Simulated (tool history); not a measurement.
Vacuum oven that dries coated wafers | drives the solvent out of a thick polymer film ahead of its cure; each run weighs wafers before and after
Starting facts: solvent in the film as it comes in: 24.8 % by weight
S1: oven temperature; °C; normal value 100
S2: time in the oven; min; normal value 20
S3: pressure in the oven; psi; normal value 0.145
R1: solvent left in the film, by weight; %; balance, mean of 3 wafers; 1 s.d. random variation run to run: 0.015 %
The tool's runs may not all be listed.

run 1 day=0 | S1=100 S2=20 S3=0.145 | R1=3.09
run 2 day=0.454 | S1=100 S2=20 S3=0.145 | R1=3.08
run 3 day=0.817 | S1=100 S2=20 S3=0.145 | R1=3.07
run 4 day=1.138 | S1=100 S2=20 S3=0.558 | R1=4.22
run 5 day=1.567 | S1=100 S2=20 S3=0.145 | R1=3.07
run 6 day=2.108 | S1=100 S2=20 S3=0.145 | R1=3.07

Run 7 has not been measured yet. What should we expect?
run 7 day=2.4 | S1=85 S2=20 S3=0.088 | R1=?

{"run 7": {"R1": 7.38}}
Minus the tool's unlogged condition, the same run would have read R1 7.34 %.

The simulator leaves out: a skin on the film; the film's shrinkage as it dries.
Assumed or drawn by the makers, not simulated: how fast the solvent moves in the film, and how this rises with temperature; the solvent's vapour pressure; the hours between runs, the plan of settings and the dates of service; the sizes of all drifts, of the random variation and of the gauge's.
